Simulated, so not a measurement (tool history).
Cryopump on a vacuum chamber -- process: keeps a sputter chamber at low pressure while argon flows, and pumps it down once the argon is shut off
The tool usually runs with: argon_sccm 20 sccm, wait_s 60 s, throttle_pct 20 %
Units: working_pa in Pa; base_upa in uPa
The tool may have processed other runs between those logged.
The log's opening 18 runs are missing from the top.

run	day	argon_sccm	wait_s	throttle_pct	working_pa	base_upa
19	13.229	20	234	20	0.1097	1.36
20	13.904	20	234	20	0.1103	1.35
21	14.858	27	20	20	0.1506	5.42
22	15.788	36	203	46	0.0933	1.51
23	16.488	36	203	46	0.0925	1.45
24	17.012	9	203	16	0.0616	1.48
25	17.667	9	203	16	0.062	1.51
26	18.575	9	203	16	0.062	1.53
27	19.262	25	140	28	0.101	1.73
28	20.279	25	140	28	0.1018	1.74
29	21.017	25	140	28	0.1028	1.81
30	21.983	20	197	27	0.0841	1.62
31	22.717	20	60	35	0.0667	2.66
32	23.421	20	60	35	0.067	2.66
33	24.046	21	155	21	0.1125	1.8

Forecast each of these 3 alternatives for the next run:
A	24.654	11	264	53	?	?
B	24.654	10	155	21	?	?
C	24.654	20	24	20	?	?

run	working_pa	base_upa
A	0.0256	1.63
B	0.054	1.84
C	0.1118	4.92
Had the tool no hidden state, the same runs would have come out as:
run	working_pa	base_upa
A	0.0217	0.55
B	0.0504	0.76
C	0.1047	3.85
